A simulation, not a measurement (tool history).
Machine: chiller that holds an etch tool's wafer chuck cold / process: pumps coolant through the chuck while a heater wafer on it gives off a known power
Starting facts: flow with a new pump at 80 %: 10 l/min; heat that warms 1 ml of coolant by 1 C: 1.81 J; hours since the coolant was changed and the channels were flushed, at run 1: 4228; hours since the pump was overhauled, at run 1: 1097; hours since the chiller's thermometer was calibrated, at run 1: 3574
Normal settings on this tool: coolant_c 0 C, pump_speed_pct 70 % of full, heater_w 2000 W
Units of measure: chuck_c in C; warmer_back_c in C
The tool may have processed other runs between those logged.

run,hour,coolant_c,pump_speed_pct,heater_w,hours since the coolant was changed and the channels were flushed,hours since the pump was overhauled,hours since the chiller's thermometer was calibrated,chuck_c,warmer_back_c
1,0.0,0,70,2000,4228,1097,3574,23.6,7.71
2,16.4,0,82,2000,4244,1113,3591,21.1,6.45
3,52.0,0,82,2000,4280,1149,3626,21.0,6.37
4,86.6,0,70,2000,4314,1183,3661,23.6,7.66
5,115.6,0,70,2679,4343,1213,3690,31.4,10.18
6,143.2,-5,70,2000,4371,1240,3718,18.4,7.60
7,181.0,-5,70,2000,4409,1278,3755,18.6,7.55
8,200.4,-5,70,2000,4428,1297,3775,18.5,7.52
9,235.8,5,70,2000,4464,1333,3810,28.5,7.51
10,261.0,5,70,2000,4489,1358,3835,28.4,7.55
11,282.0,5,70,2000,4510,1379,3856,28.4,7.50
12,308.5,5,70,2000,4536,1405,3883,28.4,7.54
13,337.7,5,70,2000,4566,1435,3912,28.5,7.44
14,356.2,0,70,2000,4584,1453,3931,23.4,7.42
15,392.9,0,70,2000,4621,1490,3967,23.7,7.53
16,423.4,0,70,2000,4651,1520,3998,23.5,7.49
17,451.2,2,82,2000,4679,1548,4026,22.9,6.17
18,470.4,-7,97,2000,4698,1567,4045,11.5,5.14
19,505.2,-2,67,2814,4733,1602,4080,32.1,11.12
20,529.5,0,78,1655,4757,1626,4104,17.9,5.26
21,547.0,3,69,1476,4775,1644,4121,20.4,5.44
22,573.7,7,70,1312,4802,1671,4148,22.2,4.70
23,596.8,-3,81,2600,4825,1694,4171,24.3,8.10
24,624.1,-3,80,2600,4852,1721,4199,24.6,8.30
# hour 645.6: gauge calibrated
25,660.6,-9,61,2600,4888,1758,4235,24.7,11.64
26,682.5,-9,61,2600,4910,1779,4257,24.6,11.56
27,710.6,4,61,1421,4938,1808,4285,22.3,6.30
28,737.6,1,89,1014,4965,1835,4312,11.2,2.97
29,753.3,1,89,1014,4981,1850,4328,11.1,2.92
30,771.3,1,95,2793,4999,1868,4346,27.4,7.56
31,802.0,1,95,2793,5030,1899,4376,27.5,7.55

Consider 3 possible next runs. They are alternatives, not a sequence: every one starts from the tool as it was left by run 31. What does each give?
A,820.8,-6,95,2793,5049,1918,4395,?,?
B,820.8,0,73,1993,5049,1918,4395,?,?
C,820.8,0,99,2000,5049,1918,4395,?,?

run,chuck_c,warmer_back_c
A,20.4,7.52
B,22.7,7.24
C,18.5,5.15
Take away the tool's hidden state, keep each run's random variation, and the runs would have read:
run,chuck_c,warmer_back_c
A,20.3,7.63
B,22.7,7.35
C,18.5,5.26
